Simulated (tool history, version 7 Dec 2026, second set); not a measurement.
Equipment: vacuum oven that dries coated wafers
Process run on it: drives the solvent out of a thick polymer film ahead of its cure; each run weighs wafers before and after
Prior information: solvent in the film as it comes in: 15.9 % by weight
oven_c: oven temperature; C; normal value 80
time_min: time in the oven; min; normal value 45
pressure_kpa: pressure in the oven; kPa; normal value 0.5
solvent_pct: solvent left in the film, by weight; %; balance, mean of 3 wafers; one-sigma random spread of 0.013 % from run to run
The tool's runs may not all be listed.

| run | day | oven_c | time_min | pressure_kpa | solvent_pct |
|---|---|---|---|---|---|
| 1 | 0 | 80 | 45 | 0.5 | 1.81 |
| 2 | 0.425 | 80 | 45 | 0.5 | 1.82 |
| 3 | 0.954 | 80 | 45 | 1.243 | 2.13 |
| 4 | 1.654 | 95 | 45 | 0.5 | 0.31 |
|  | 1.754 | vacuum gauge cleaned of residue and calibrated |
| 5 | 2.446 | 95 | 45 | 0.5 | 0.32 |
| 6 | 2.871 | 80 | 58 | 0.5 | 1.1 |
|  | 3.567 | vacuum gauge cleaned of residue and calibrated, once more |
| 7 | 3.754 | 88 | 51 | 0.293 | 0.49 |
| 8 | 4.304 | 88 | 51 | 0.293 | 0.49 |
| 9 | 4.808 | 80 | 28 | 1.201 | 3.9 |
| 10 | 5.704 | 72 | 45 | 0.315 | 3.36 |
| 11 | 6.371 | 71 | 24 | 0.5 | 6.55 |

Run by run, hidden condition taken away, random variation retained:
Unlogged tool condition in this case: true wafer temperature over the reading, C; true pressure over the reading, kPa; drift of the gauge itself on solvent_pct, %.
| run | solvent_pct |
|---|---|
| 1 | 2.1 |
| 2 | 2.1 |
| 3 | 2.43 |
| 4 | 0.37 |
| 5 | 0.38 |
| 6 | 1.3 |
| 7 | 0.62 |
| 8 | 0.62 |
| 9 | 4.33 |
| 10 | 3.79 |
| 11 | 6.98 |

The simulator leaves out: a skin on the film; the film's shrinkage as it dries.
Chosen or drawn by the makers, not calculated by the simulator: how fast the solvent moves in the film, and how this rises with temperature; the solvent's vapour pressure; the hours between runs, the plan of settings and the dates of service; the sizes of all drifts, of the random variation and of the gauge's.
